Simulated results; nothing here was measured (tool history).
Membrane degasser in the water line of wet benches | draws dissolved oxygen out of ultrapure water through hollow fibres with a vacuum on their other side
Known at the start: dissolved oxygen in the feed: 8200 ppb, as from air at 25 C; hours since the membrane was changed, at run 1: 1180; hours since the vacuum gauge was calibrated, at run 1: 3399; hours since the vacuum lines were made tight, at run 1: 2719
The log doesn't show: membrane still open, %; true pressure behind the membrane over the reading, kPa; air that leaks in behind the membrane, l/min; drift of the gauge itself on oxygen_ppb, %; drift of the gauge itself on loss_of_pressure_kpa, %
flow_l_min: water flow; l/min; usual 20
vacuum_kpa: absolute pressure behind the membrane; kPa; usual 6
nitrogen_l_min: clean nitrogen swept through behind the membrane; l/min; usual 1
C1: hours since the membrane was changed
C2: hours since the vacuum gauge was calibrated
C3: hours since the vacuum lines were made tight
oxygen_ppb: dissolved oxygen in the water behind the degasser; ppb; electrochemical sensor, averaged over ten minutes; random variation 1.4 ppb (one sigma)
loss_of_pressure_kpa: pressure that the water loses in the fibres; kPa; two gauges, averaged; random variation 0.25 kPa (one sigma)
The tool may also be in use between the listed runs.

{"run": 1, "hour": 0.0, "flow_l_min": 20, "vacuum_kpa": 6, "nitrogen_l_min": 1, "C1": 1180, "C2": 3399, "C3": 2719, "oxygen_ppb": 151.9, "loss_of_pressure_kpa": 68.96}
{"run": 2, "hour": 34.5, "flow_l_min": 20, "vacuum_kpa": 6, "nitrogen_l_min": 1, "C1": 1215, "C2": 3434, "C3": 2753, "oxygen_ppb": 152.4, "loss_of_pressure_kpa": 69.42}
{"run": 3, "hour": 85.2, "flow_l_min": 20, "vacuum_kpa": 8.73, "nitrogen_l_min": 1, "C1": 1265, "C2": 3485, "C3": 2804, "oxygen_ppb": 269.8, "loss_of_pressure_kpa": 69.24}
{"run": 4, "hour": 132.2, "flow_l_min": 20, "vacuum_kpa": 8.73, "nitrogen_l_min": 1, "C1": 1313, "C2": 3532, "C3": 2851, "oxygen_ppb": 273.7, "loss_of_pressure_kpa": 68.41}
{"run": 5, "hour": 158.4, "flow_l_min": 20, "vacuum_kpa": 8.73, "nitrogen_l_min": 1, "C1": 1339, "C2": 3558, "C3": 2877, "oxygen_ppb": 271.1, "loss_of_pressure_kpa": 68.89}
{"run": 6, "hour": 187.6, "flow_l_min": 20, "vacuum_kpa": 6, "nitrogen_l_min": 1, "C1": 1368, "C2": 3587, "C3": 2907, "oxygen_ppb": 153.7, "loss_of_pressure_kpa": 69.14}
{"run": 7, "hour": 225.6, "flow_l_min": 20, "vacuum_kpa": 6, "nitrogen_l_min": 1.15, "C1": 1406, "C2": 3625, "C3": 2945, "oxygen_ppb": 139.2, "loss_of_pressure_kpa": 68.99}
{"run": 8, "hour": 276.1, "flow_l_min": 20, "vacuum_kpa": 6, "nitrogen_l_min": 1.15, "C1": 1456, "C2": 3676, "C3": 2995, "oxygen_ppb": 136.5, "loss_of_pressure_kpa": 68.98}
{"run": 9, "hour": 316.3, "flow_l_min": 20, "vacuum_kpa": 6, "nitrogen_l_min": 0.93, "C1": 1497, "C2": 3716, "C3": 3035, "oxygen_ppb": 164.6, "loss_of_pressure_kpa": 68.71}
{"run": 10, "hour": 363.0, "flow_l_min": 20, "vacuum_kpa": 6, "nitrogen_l_min": 0.93, "C1": 1543, "C2": 3762, "C3": 3082, "oxygen_ppb": 162.9, "loss_of_pressure_kpa": 68.64}
{"run": 11, "hour": 392.6, "flow_l_min": 20, "vacuum_kpa": 12.29, "nitrogen_l_min": 1, "C1": 1573, "C2": 3792, "C3": 3112, "oxygen_ppb": 430, "loss_of_pressure_kpa": 69.16}
{"run": 12, "hour": 443.0, "flow_l_min": 20, "vacuum_kpa": 12.29, "nitrogen_l_min": 1, "C1": 1623, "C2": 3842, "C3": 3162, "oxygen_ppb": 413.7, "loss_of_pressure_kpa": 69.12}
{"run": 13, "hour": 491.2, "flow_l_min": 22, "vacuum_kpa": 4.43, "nitrogen_l_min": 1, "C1": 1671, "C2": 3891, "C3": 3210, "oxygen_ppb": 98.5, "loss_of_pressure_kpa": 75.88}
{"run": 14, "hour": 541.2, "flow_l_min": 22, "vacuum_kpa": 4.43, "nitrogen_l_min": 1, "C1": 1721, "C2": 3941, "C3": 3260, "oxygen_ppb": 98.3, "loss_of_pressure_kpa": 76.19}
{"hour": 544.3, "done": "vacuum gauge calibrated"}
{"run": 15, "hour": 581.6, "flow_l_min": 22, "vacuum_kpa": 4.43, "nitrogen_l_min": 1, "C1": 1761, "C2": 37, "C3": 3300, "oxygen_ppb": 109.9, "loss_of_pressure_kpa": 76.18}
{"run": 16, "hour": 607.2, "flow_l_min": 22, "vacuum_kpa": 4.43, "nitrogen_l_min": 1, "C1": 1787, "C2": 63, "C3": 3326, "oxygen_ppb": 108.2, "loss_of_pressure_kpa": 75.97}
{"run": 17, "hour": 630.7, "flow_l_min": 22, "vacuum_kpa": 4.43, "nitrogen_l_min": 1, "C1": 1810, "C2": 86, "C3": 3349, "oxygen_ppb": 108.9, "loss_of_pressure_kpa": 75.91}
{"run": 18, "hour": 654.7, "flow_l_min": 20, "vacuum_kpa": 6.39, "nitrogen_l_min": 1, "C1": 1834, "C2": 110, "C3": 3373, "oxygen_ppb": 186, "loss_of_pressure_kpa": 69.14}
{"run": 19, "hour": 705.3, "flow_l_min": 20, "vacuum_kpa": 6.39, "nitrogen_l_min": 1, "C1": 1885, "C2": 161, "C3": 3424, "oxygen_ppb": 180.1, "loss_of_pressure_kpa": 69}
{"run": 20, "hour": 741.3, "flow_l_min": 20, "vacuum_kpa": 4.25, "nitrogen_l_min": 0.66, "C1": 1921, "C2": 197, "C3": 3460, "oxygen_ppb": 118.5, "loss_of_pressure_kpa": 69.18}
{"run": 21, "hour": 767.4, "flow_l_min": 20, "vacuum_kpa": 4.25, "nitrogen_l_min": 0.66, "C1": 1947, "C2": 223, "C3": 3486, "oxygen_ppb": 119.4, "loss_of_pressure_kpa": 68.92}
{"hour": 792.9, "done": "vacuum gauge calibrated, once more"}
{"run": 22, "hour": 815.4, "flow_l_min": 20, "vacuum_kpa": 6.36, "nitrogen_l_min": 1, "C1": 1995, "C2": 22, "C3": 3533, "oxygen_ppb": 158, "loss_of_pressure_kpa": 69.74}
{"run": 23, "hour": 846.6, "flow_l_min": 16, "vacuum_kpa": 5.45, "nitrogen_l_min": 1, "C1": 2026, "C2": 54, "C3": 3565, "oxygen_ppb": 93.7, "loss_of_pressure_kpa": 55.34}

5 ways to go on from here, each from the tool as it stands after run 23. What would each give?
{"run": "A", "hour": 871.6, "flow_l_min": 12, "vacuum_kpa": 6, "nitrogen_l_min": 0.62, "C1": 2051, "C2": 79, "C3": 3590, "oxygen_ppb": "?", "loss_of_pressure_kpa": "?"}
{"run": "B", "hour": 871.6, "flow_l_min": 19, "vacuum_kpa": 5.45, "nitrogen_l_min": 1, "C1": 2051, "C2": 79, "C3": 3590, "oxygen_ppb": "?", "loss_of_pressure_kpa": "?"}
{"run": "C", "hour": 871.6, "flow_l_min": 20, "vacuum_kpa": 6, "nitrogen_l_min": 0.4, "C1": 2051, "C2": 79, "C3": 3590, "oxygen_ppb": "?", "loss_of_pressure_kpa": "?"}
{"run": "D", "hour": 871.6, "flow_l_min": 23, "vacuum_kpa": 11.41, "nitrogen_l_min": 1.76, "C1": 2051, "C2": 79, "C3": 3590, "oxygen_ppb": "?", "loss_of_pressure_kpa": "?"}
{"run": "E", "hour": 871.6, "flow_l_min": 16, "vacuum_kpa": 5.45, "nitrogen_l_min": 2.36, "C1": 2051, "C2": 79, "C3": 3590, "oxygen_ppb": "?", "loss_of_pressure_kpa": "?"}

run=A oxygen_ppb=124.8 loss_of_pressure_kpa=41.36
run=B oxygen_ppb=111.1 loss_of_pressure_kpa=65.82
run=C oxygen_ppb=275 loss_of_pressure_kpa=69.27
run=D oxygen_ppb=276.3 loss_of_pressure_kpa=80.39
run=E oxygen_ppb=46.9 loss_of_pressure_kpa=55.28
Without the tool's hidden state the same runs would have given:
run=A oxygen_ppb=122 loss_of_pressure_kpa=40.61
run=B oxygen_ppb=108.3 loss_of_pressure_kpa=64.63
run=C oxygen_ppb=274.3 loss_of_pressure_kpa=68.02
run=D oxygen_ppb=270.1 loss_of_pressure_kpa=78.94
run=E oxygen_ppb=44.9 loss_of_pressure_kpa=54.27
